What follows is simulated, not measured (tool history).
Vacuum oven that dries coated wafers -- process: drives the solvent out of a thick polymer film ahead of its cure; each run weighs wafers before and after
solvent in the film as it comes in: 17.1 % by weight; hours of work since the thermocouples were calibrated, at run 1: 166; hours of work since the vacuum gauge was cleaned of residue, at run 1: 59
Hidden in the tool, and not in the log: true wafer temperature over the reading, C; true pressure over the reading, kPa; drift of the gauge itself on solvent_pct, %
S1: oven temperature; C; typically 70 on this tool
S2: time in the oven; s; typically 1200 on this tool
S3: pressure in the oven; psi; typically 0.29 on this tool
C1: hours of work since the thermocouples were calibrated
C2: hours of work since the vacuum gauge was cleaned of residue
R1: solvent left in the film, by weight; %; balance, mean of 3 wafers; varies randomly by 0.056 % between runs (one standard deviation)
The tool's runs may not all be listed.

Run 1, hour 0: usual settings; C1 166; C2 59. Result: R1 2.75 %.
Run 2, hour 18: usual settings; C1 176; C2 69. Result: R1 2.63 %.
Run 3, hour 31.2: usual settings; C1 183; C2 76. Result: R1 2.74 %.
Run 4, hour 46.7: usual settings; C1 191; C2 84. Result: R1 2.82 %.
Run 5, hour 69.6: usual settings; C1 203; C2 96. Result: R1 2.69 %.
Run 6, hour 92.8: usual settings but S2 900 s; C1 216; C2 109. Result: R1 3.83 %.
Run 7, hour 107: usual settings but S2 900 s; C1 223; C2 116. Result: R1 3.68 %.
Run 8, hour 126.7: usual settings but S2 900 s; C1 234; C2 127. Result: R1 3.81 %.
Run 9, hour 142.1: usual settings but S2 900 s; C1 242; C2 135. Result: R1 3.63 %.
Run 10, hour 162.9: usual settings but S2 900 s; C1 253; C2 146. Result: R1 3.81 %.
Run 11, hour 177.6: usual settings; C1 261; C2 154. Result: R1 2.77 %.
Run 12, hour 198.7: usual settings; C1 272; C2 165. Result: R1 2.72 %.
Run 13, hour 215.6: usual settings; C1 281; C2 174. Result: R1 2.73 %.
Run 14, hour 228.3: usual settings; C1 288; C2 180. Result: R1 2.71 %.
Run 15, hour 253: usual settings; C1 301; C2 194. Result: R1 2.63 %.
Run 16, hour 264: usual settings; C1 306; C2 199. Result: R1 2.8 %.
Run 17, hour 274.5: usual settings but S1 58 C, S2 1380 s, S3 0.335 psi; C1 312; C2 205. Result: R1 7.63 %.
Run 18, hour 288.2: usual settings but S1 58 C, S2 1380 s, S3 1.027 psi; C1 319; C2 212. Result: R1 10.72 %.
Run 19, hour 309.1: usual settings but S1 58 C, S2 1380 s, S3 1.027 psi; C1 330; C2 223. Result: R1 10.72 %.
Run 20, hour 320.5: usual settings but S1 81 C, S2 720 s, S3 0.867 psi; C1 336; C2 229. Result: R1 2.79 %.
Run 21, hour 332.3: usual settings but S1 81 C, S2 720 s, S3 0.867 psi; C1 343; C2 236. Result: R1 2.96 %.
Run 22, hour 344.3: usual settings but S1 71 C, S2 1920 s, S3 0.745 psi; C1 349; C2 242. Result: R1 3.4 %.
Run 23, hour 355.9: usual settings but S1 71 C, S2 1320 s, S3 0.745 psi; C1 355; C2 248. Result: R1 3.92 %.
Run 24, hour 372.1: usual settings but S1 81 C, S2 720 s, S3 0.947 psi; C1 364; C2 257. Result: R1 3.1 %.
Run 25, hour 394.3: usual settings but S1 62 C, S2 2100 s, S3 0.947 psi; C1 376; C2 268. Result: R1 7.19 %.
Run 26, hour 410: usual settings but S1 68 C, S2 900 s, S3 1.075 psi; C1 384; C2 277. Result: R1 7.63 %.
Run 27, hour 423.7: usual settings but S1 83 C, S2 1380 s, S3 0.513 psi; C1 391; C2 284. Result: R1 1.4 %.
Run 28, hour 439.7: usual settings but S1 56 C, S3 0.985 psi; C1 400; C2 293. Result: R1 12.1 %.
Run 29, hour 464.2: usual settings but S1 62 C, S2 2160 s, S3 0.318 psi; C1 413; C2 306. Result: R1 3.81 %.
Run 30, hour 478.9: usual settings but S1 65 C, S2 660 s, S3 0.248 psi; C1 420; C2 313. Result: R1 7.36 %.

Predict each of these 3 candidate next runs independently; none follows another, all start after run 30:
Run A, hour 500: usual settings but S2 660 s; C1 432; C2 325. Result: R1 ?.
Run B, hour 500: usual settings but S1 79 C, S2 1080 s, S3 0.157 psi; C1 432; C2 325. Result: R1 ?.
Run C, hour 500: usual settings but S2 780 s; C1 432; C2 325. Result: R1 ?.

run    R1
  A  5.14
  B  0.73
  C  4.34
Take away the tool's hidden state, keep each run's random variation, and the runs would have read:
run    R1
  A  4.85
  B  0.64
  C  4.06
